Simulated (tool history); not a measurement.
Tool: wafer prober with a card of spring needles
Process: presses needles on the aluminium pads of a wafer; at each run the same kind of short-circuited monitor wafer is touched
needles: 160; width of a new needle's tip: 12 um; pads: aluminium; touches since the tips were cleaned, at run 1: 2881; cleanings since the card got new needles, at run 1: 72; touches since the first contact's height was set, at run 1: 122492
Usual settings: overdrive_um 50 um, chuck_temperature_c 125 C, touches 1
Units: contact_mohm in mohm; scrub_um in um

run,day,overdrive_um,chuck_temperature_c,touches,touches since the tips were cleaned,cleanings since the card got new needles,touches since the first contact's height was set,contact_mohm,scrub_um
1,0.000,50,125,1,2881,72,122492,292,6.79
# day 0.067: tips cleaned on abrasive film
# day 0.383: tips cleaned on abrasive film
# day 0.704: tips cleaned on abrasive film
# day 1.021: tips cleaned on abrasive film
# day 1.275: tips cleaned on abrasive film
2,1.350,50,125,2,1086,77,141566,254,6.75
# day 1.542: tips cleaned on abrasive film
# day 1.862: tips cleaned on abrasive film
3,2.083,50,125,2,3175,79,151937,275,6.83
# day 2.150: tips cleaned on abrasive film
# day 2.467: tips cleaned on abrasive film
# day 2.783: tips cleaned on abrasive film
# day 3.042: tips cleaned on abrasive film
# day 3.358: tips cleaned on abrasive film
4,3.375,50,125,2,247,84,170170,243,6.78
# day 3.629: tips cleaned on abrasive film
# day 3.883: tips cleaned on abrasive film
# day 4.204: tips cleaned on abrasive film
5,4.300,50,109,2,1384,87,183244,249,6.81
# day 4.492: tips cleaned on abrasive film
# day 4.504: height of the first contact set anew
# day 4.758: tips cleaned on abrasive film
# day 5.079: tips cleaned on abrasive film
# day 5.396: tips cleaned on abrasive film
6,5.483,50,109,2,1263,91,13854,251,7.07
# day 5.675: tips cleaned on abrasive film
# day 5.992: tips cleaned on abrasive film
# day 6.312: tips cleaned on abrasive film
7,6.496,50,109,2,2619,94,28164,265,7.07
# day 6.625: tips cleaned on abrasive film
# day 6.942: tips cleaned on abrasive film
# day 7.258: tips cleaned on abrasive film
# day 7.575: tips cleaned on abrasive film
8,7.788,50,64,2,3032,98,46485,258,7.04
# day 7.854: tips cleaned on abrasive film
# day 8.175: tips cleaned on abrasive film
# day 8.492: tips cleaned on abrasive film
# day 8.808: tips cleaned on abrasive film
# day 9.062: tips cleaned on abrasive film
# day 9.383: tips cleaned on abrasive film
9,9.388,50,64,2,74,104,69044,223,7.04
# day 9.642: tips cleaned on abrasive film
# day 9.896: tips cleaned on abrasive film
# day 10.217: tips cleaned on abrasive film
10,10.388,50,75,1,2464,107,83199,290,6.84
# day 10.517: tips cleaned on abrasive film
# day 10.771: tips cleaned on abrasive film
# day 11.088: tips cleaned on abrasive film
# day 11.408: tips cleaned on abrasive film
11,11.512,50,75,1,1514,111,99102,270,6.95
# day 11.704: tips cleaned on abrasive film
# day 12.021: tips cleaned on abrasive film
# day 12.312: tips cleaned on abrasive film
12,12.312,50,117,2,0,114,110385,236,6.91
# day 12.629: tips cleaned on abrasive film
# day 12.946: tips cleaned on abrasive film
# day 13.267: tips cleaned on abrasive film
# day 13.521: tips cleaned on abrasive film
# day 13.796: tips cleaned on abrasive film
13,13.796,50,117,2,0,119,131352,237,6.89
# day 14.050: tips cleaned on abrasive film
# day 14.367: tips cleaned on abrasive film
# day 14.688: tips cleaned on abrasive film
14,14.929,48,117,1,3464,122,147407,313,6.56

5 ways to go on from here, each from the tool as it stands after run 14. What would each give?
# day 14.996: tips cleaned on abrasive film
# day 15.312: tips cleaned on abrasive film
# day 15.629: tips cleaned on abrasive film
# day 15.892: tips cleaned on abrasive film
A,15.892,41,38,1,0,126,161011,?,?
# day 14.996: tips cleaned on abrasive film
# day 15.312: tips cleaned on abrasive film
# day 15.629: tips cleaned on abrasive film
# day 15.892: tips cleaned on abrasive film
B,15.892,49,117,1,0,126,161011,?,?
# day 14.996: tips cleaned on abrasive film
# day 15.312: tips cleaned on abrasive film
# day 15.629: tips cleaned on abrasive film
# day 15.892: tips cleaned on abrasive film
C,15.892,43,64,1,0,126,161011,?,?
# day 14.996: tips cleaned on abrasive film
# day 15.312: tips cleaned on abrasive film
# day 15.629: tips cleaned on abrasive film
# day 15.892: tips cleaned on abrasive film
D,15.892,50,125,1,0,126,161011,?,?
# day 14.996: tips cleaned on abrasive film
# day 15.312: tips cleaned on abrasive film
# day 15.629: tips cleaned on abrasive film
# day 15.892: tips cleaned on abrasive film
E,15.892,50,119,1,0,126,161011,?,?

run,contact_mohm,scrub_um
A,224,5.51
B,241,6.64
C,234,5.80
D,239,6.85
E,239,6.82
Without the tool's hidden state the same runs would have given:
run,contact_mohm,scrub_um
A,209,5.84
B,230,6.96
C,220,6.13
D,229,7.18
E,228,7.15

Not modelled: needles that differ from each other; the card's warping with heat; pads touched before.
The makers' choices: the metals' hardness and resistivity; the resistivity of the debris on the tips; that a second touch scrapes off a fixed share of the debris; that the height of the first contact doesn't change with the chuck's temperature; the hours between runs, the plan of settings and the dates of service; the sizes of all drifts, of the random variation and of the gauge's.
